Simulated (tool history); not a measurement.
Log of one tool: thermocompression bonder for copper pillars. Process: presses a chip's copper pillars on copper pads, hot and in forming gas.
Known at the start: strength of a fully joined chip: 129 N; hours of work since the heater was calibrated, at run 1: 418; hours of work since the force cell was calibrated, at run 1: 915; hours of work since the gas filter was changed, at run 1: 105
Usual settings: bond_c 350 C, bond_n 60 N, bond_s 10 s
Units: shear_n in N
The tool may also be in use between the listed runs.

| run | hour | bond_c | bond_n | bond_s | hours of work since the heater was calibrated | hours of work since the force cell was calibrated | hours of work since the gas filter was changed | shear_n |
|---|---|---|---|---|---|---|---|---|
| 1 | 0 | 350 | 60 | 10 | 418 | 915 | 105 | 90.2 |
| 2 | 9 | 350 | 60 | 13 | 425 | 922 | 112 | 95 |
| 3 | 20.5 | 350 | 60 | 13 | 433 | 930 | 121 | 96.4 |
| 4 | 32.3 | 350 | 60 | 10 | 443 | 940 | 130 | 89.8 |
| 5 | 52.2 | 350 | 60 | 10 | 458 | 955 | 145 | 90.1 |
| 6 | 69.1 | 350 | 60 | 10 | 471 | 968 | 158 | 88.2 |
| 7 | 82.1 | 350 | 60 | 10 | 481 | 978 | 168 | 87.7 |
| 8 | 90.3 | 350 | 60 | 10 | 487 | 984 | 175 | 89.3 |
| 9 | 101.5 | 350 | 60 | 10 | 496 | 993 | 183 | 89.1 |
| 10 | 120.5 | 350 | 60 | 10 | 511 | 1008 | 198 | 88.4 |
| 11 | 130.2 | 350 | 60 | 10 | 518 | 1015 | 205 | 88.8 |
| 12 | 138.9 | 350 | 60 | 10 | 525 | 1022 | 212 | 87.8 |
| 13 | 158.2 | 350 | 60 | 10 | 540 | 1037 | 227 | 87.3 |
| 14 | 177.3 | 334 | 60 | 10 | 555 | 1052 | 242 | 76.9 |
| 15 | 187.7 | 329 | 60 | 10 | 563 | 1060 | 250 | 74.1 |
| 16 | 200.5 | 350 | 44 | 10 | 572 | 1069 | 260 | 68.6 |
| 17 | 214.8 | 350 | 44 | 10 | 583 | 1081 | 271 | 67.8 |
| 18 | 225.6 | 350 | 44 | 10 | 592 | 1089 | 279 | 68 |
| 19 | 243.5 | 350 | 44 | 27 | 606 | 1103 | 293 | 89.9 |
| 20 | 254.2 | 350 | 60 | 10 | 614 | 1111 | 301 | 88 |
| 21 | 272.2 | 350 | 82 | 23 | 628 | 1125 | 315 | 116.7 |
| 22 | 290.3 | 350 | 86 | 21 | 642 | 1139 | 329 | 116.1 |
| 23 | 303.5 | 346 | 80 | 15 | 652 | 1149 | 339 | 108.4 |
| 24 | 320.4 | 347 | 37 | 6 | 665 | 1162 | 352 | 47.2 |
| 25 | 337.7 | 371 | 38 | 7 | 678 | 1175 | 366 | 63.4 |
| 26 | 353 | 350 | 75 | 10 | 690 | 1187 | 378 | 96.8 |
| 27 | 367.3 | 327 | 60 | 10 | 701 | 1198 | 389 | 72.1 |
| 28 | 381.2 | 327 | 60 | 10 | 712 | 1209 | 399 | 72.8 |
| 29 | 389.4 | 327 | 60 | 10 | 718 | 1215 | 406 | 72.3 |
|  | 401.9 | forming gas filter changed |
| 30 | 408.6 | 346 | 48 | 7 | 733 | 1230 | 5 | 65.4 |
| 31 | 423.3 | 346 | 48 | 7 | 744 | 1241 | 17 | 64.7 |
| 32 | 431.7 | 326 | 41 | 15 | 751 | 1248 | 23 | 61.3 |
| 33 | 451.7 | 370 | 58 | 16 | 766 | 1263 | 38 | 109 |
|  | 459.8 | force cell calibrated |
| 34 | 465.8 | 370 | 58 | 16 | 776 | 5 | 48 | 106.1 |
| 35 | 479.6 | 370 | 58 | 16 | 786 | 15 | 59 | 105.3 |
| 36 | 490.2 | 370 | 70 | 6 | 795 | 23 | 67 | 95.3 |
| 37 | 500.9 | 350 | 42 | 19 | 803 | 32 | 75 | 77.9 |
| 38 | 516.4 | 329 | 52 | 10 | 815 | 44 | 87 | 63 |
| 39 | 530.7 | 345 | 69 | 6 | 826 | 55 | 98 | 79.4 |

Forecast each of these 5 alternatives for the next run:
| A | 546.9 | 362 | 62 | 5 | 838 | 67 | 111 | ? |
| B | 546.9 | 362 | 46 | 9 | 838 | 67 | 111 | ? |
| C | 546.9 | 348 | 69 | 6 | 838 | 67 | 111 | ? |
| D | 546.9 | 362 | 69 | 6 | 838 | 67 | 111 | ? |
| E | 546.9 | 325 | 38 | 23 | 838 | 67 | 111 | ? |

| run | shear_n |
|---|---|
| A | 80.6 |
| B | 73.6 |
| C | 80.5 |
| D | 89.4 |
| E | 59 |
Without the tool's hidden state the same runs would have given:
| run | shear_n |
|---|---|
| A | 84 |
| B | 76.9 |
| C | 84 |
| D | 92.8 |
| E | 62.2 |

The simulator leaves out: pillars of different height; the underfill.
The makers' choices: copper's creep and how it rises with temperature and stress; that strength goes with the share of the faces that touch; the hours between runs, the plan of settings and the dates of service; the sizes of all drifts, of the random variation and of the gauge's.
